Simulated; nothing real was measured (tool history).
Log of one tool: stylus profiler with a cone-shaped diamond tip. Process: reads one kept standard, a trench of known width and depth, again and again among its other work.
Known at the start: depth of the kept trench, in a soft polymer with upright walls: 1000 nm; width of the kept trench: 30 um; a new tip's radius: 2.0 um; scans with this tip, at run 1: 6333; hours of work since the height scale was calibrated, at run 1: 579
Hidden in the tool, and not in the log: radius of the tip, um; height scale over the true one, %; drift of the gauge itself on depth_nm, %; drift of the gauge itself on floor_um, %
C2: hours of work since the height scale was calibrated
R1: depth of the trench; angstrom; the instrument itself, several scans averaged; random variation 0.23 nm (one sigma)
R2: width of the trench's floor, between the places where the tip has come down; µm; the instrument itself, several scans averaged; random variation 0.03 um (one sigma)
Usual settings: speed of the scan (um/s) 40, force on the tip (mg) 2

{"run": 1, "hour": 0.0, "speed of the scan (um/s)": 40, "force on the tip (mg)": 2, "scans with this tip": 6333, "C2": 579, "R1": 10113.1, "R2": 26.31}
{"run": 2, "hour": 13.4, "speed of the scan (um/s)": 40, "force on the tip (mg)": 2, "scans with this tip": 6427, "C2": 588, "R1": 10111.5, "R2": 26.32}
{"run": 3, "hour": 27.9, "speed of the scan (um/s)": 40, "force on the tip (mg)": 2, "scans with this tip": 6528, "C2": 597, "R1": 10111.4, "R2": 26.33}
{"run": 4, "hour": 54.2, "speed of the scan (um/s)": 40, "force on the tip (mg)": 0.84, "scans with this tip": 6712, "C2": 614, "R1": 10061.3, "R2": 26.2}
{"run": 5, "hour": 78.3, "speed of the scan (um/s)": 40, "force on the tip (mg)": 0.84, "scans with this tip": 6881, "C2": 629, "R1": 10062.5, "R2": 26.18}
{"run": 6, "hour": 99.4, "speed of the scan (um/s)": 40, "force on the tip (mg)": 0.84, "scans with this tip": 7028, "C2": 643, "R1": 10062.8, "R2": 26.22}
{"run": 7, "hour": 123.2, "speed of the scan (um/s)": 40, "force on the tip (mg)": 0.84, "scans with this tip": 7196, "C2": 658, "R1": 10059.7, "R2": 26.2}
{"run": 8, "hour": 135.7, "speed of the scan (um/s)": 40, "force on the tip (mg)": 2, "scans with this tip": 7283, "C2": 666, "R1": 10113.3, "R2": 26.3}
{"run": 9, "hour": 150.2, "speed of the scan (um/s)": 40, "force on the tip (mg)": 3.85, "scans with this tip": 7384, "C2": 675, "R1": 10169.6, "R2": 26.35}
{"run": 10, "hour": 170.9, "speed of the scan (um/s)": 40, "force on the tip (mg)": 2, "scans with this tip": 7529, "C2": 688, "R1": 10109.6, "R2": 26.35}
{"run": 11, "hour": 193.1, "speed of the scan (um/s)": 87, "force on the tip (mg)": 2, "scans with this tip": 7685, "C2": 703, "R1": 10109.6, "R2": 26.08}
{"run": 12, "hour": 205.9, "speed of the scan (um/s)": 87, "force on the tip (mg)": 2, "scans with this tip": 7774, "C2": 711, "R1": 10110, "R2": 26.03}
{"run": 13, "hour": 231.2, "speed of the scan (um/s)": 87, "force on the tip (mg)": 2, "scans with this tip": 7951, "C2": 727, "R1": 10113.8, "R2": 26.07}
{"run": 14, "hour": 258.9, "speed of the scan (um/s)": 58, "force on the tip (mg)": 2, "scans with this tip": 8145, "C2": 745, "R1": 10112.1, "R2": 26.24}
{"run": 15, "hour": 277.0, "speed of the scan (um/s)": 58, "force on the tip (mg)": 2, "scans with this tip": 8272, "C2": 756, "R1": 10111.9, "R2": 26.19}
{"run": 16, "hour": 296.8, "speed of the scan (um/s)": 40, "force on the tip (mg)": 5.45, "scans with this tip": 8410, "C2": 769, "R1": 10215, "R2": 26.35}
{"run": 17, "hour": 321.2, "speed of the scan (um/s)": 29, "force on the tip (mg)": 5.8, "scans with this tip": 8581, "C2": 785, "R1": 10226.4, "R2": 26.46}
{"run": 18, "hour": 345.7, "speed of the scan (um/s)": 17, "force on the tip (mg)": 1.13, "scans with this tip": 8753, "C2": 800, "R1": 10074.2, "R2": 26.43}
{"run": 19, "hour": 368.3, "speed of the scan (um/s)": 77, "force on the tip (mg)": 2.12, "scans with this tip": 8911, "C2": 815, "R1": 10115, "R2": 26.07}
{"run": 20, "hour": 381.3, "speed of the scan (um/s)": 77, "force on the tip (mg)": 2.12, "scans with this tip": 9002, "C2": 823, "R1": 10112.9, "R2": 26.09}
{"run": 21, "hour": 399.3, "speed of the scan (um/s)": 10, "force on the tip (mg)": 0.9, "scans with this tip": 9128, "C2": 835, "R1": 10062.1, "R2": 26.48}
{"run": 22, "hour": 416.8, "speed of the scan (um/s)": 124, "force on the tip (mg)": 2.8, "scans with this tip": 9250, "C2": 846, "R1": 10140.2, "R2": 25.94}
{"run": 23, "hour": 433.8, "speed of the scan (um/s)": 31, "force on the tip (mg)": 2.81, "scans with this tip": 9369, "C2": 857, "R1": 10138.5, "R2": 26.4}
{"run": 24, "hour": 448.1, "speed of the scan (um/s)": 31, "force on the tip (mg)": 2.81, "scans with this tip": 9470, "C2": 866, "R1": 10137, "R2": 26.46}
{"run": 25, "hour": 464.1, "speed of the scan (um/s)": 10, "force on the tip (mg)": 4.46, "scans with this tip": 9581, "C2": 876, "R1": 10189.3, "R2": 26.47}
{"run": 26, "hour": 479.1, "speed of the scan (um/s)": 10, "force on the tip (mg)": 4.46, "scans with this tip": 9686, "C2": 886, "R1": 10190.5, "R2": 26.46}
{"run": 27, "hour": 498.5, "speed of the scan (um/s)": 73, "force on the tip (mg)": 2.07, "scans with this tip": 9822, "C2": 898, "R1": 10120.1, "R2": 26.13}
{"run": 28, "hour": 509.9, "speed of the scan (um/s)": 55, "force on the tip (mg)": 0.84, "scans with this tip": 9902, "C2": 905, "R1": 10062.8, "R2": 26.07}

Forecast each of these 5 alternatives for the next run:
{"run": "A", "hour": 537.8, "speed of the scan (um/s)": 25, "force on the tip (mg)": 2.96, "scans with this tip": 10097, "C2": 923, "R1": "?", "R2": "?"}
{"run": "B", "hour": 537.8, "speed of the scan (um/s)": 35, "force on the tip (mg)": 2.55, "scans with this tip": 10097, "C2": 923, "R1": "?", "R2": "?"}
{"run": "C", "hour": 537.8, "speed of the scan (um/s)": 10, "force on the tip (mg)": 2.25, "scans with this tip": 10097, "C2": 923, "R1": "?", "R2": "?"}
{"run": "D", "hour": 537.8, "speed of the scan (um/s)": 113, "force on the tip (mg)": 0.84, "scans with this tip": 10097, "C2": 923, "R1": "?", "R2": "?"}
{"run": "E", "hour": 537.8, "speed of the scan (um/s)": 104, "force on the tip (mg)": 2.81, "scans with this tip": 10097, "C2": 923, "R1": "?", "R2": "?"}

run=A R1=10143.6 R2=26.39
run=B R1=10129.9 R2=26.33
run=C R1=10118.9 R2=26.43
run=D R1=10063 R2=25.57
run=E R1=10140.6 R2=26.05
Without the tool's hidden state the same runs would have given:
run=A R1=10143.5 R2=26.39
run=B R1=10129.7 R2=26.34
run=C R1=10118.8 R2=26.43
run=D R1=10062.9 R2=25.58
run=E R1=10140.5 R2=26.06
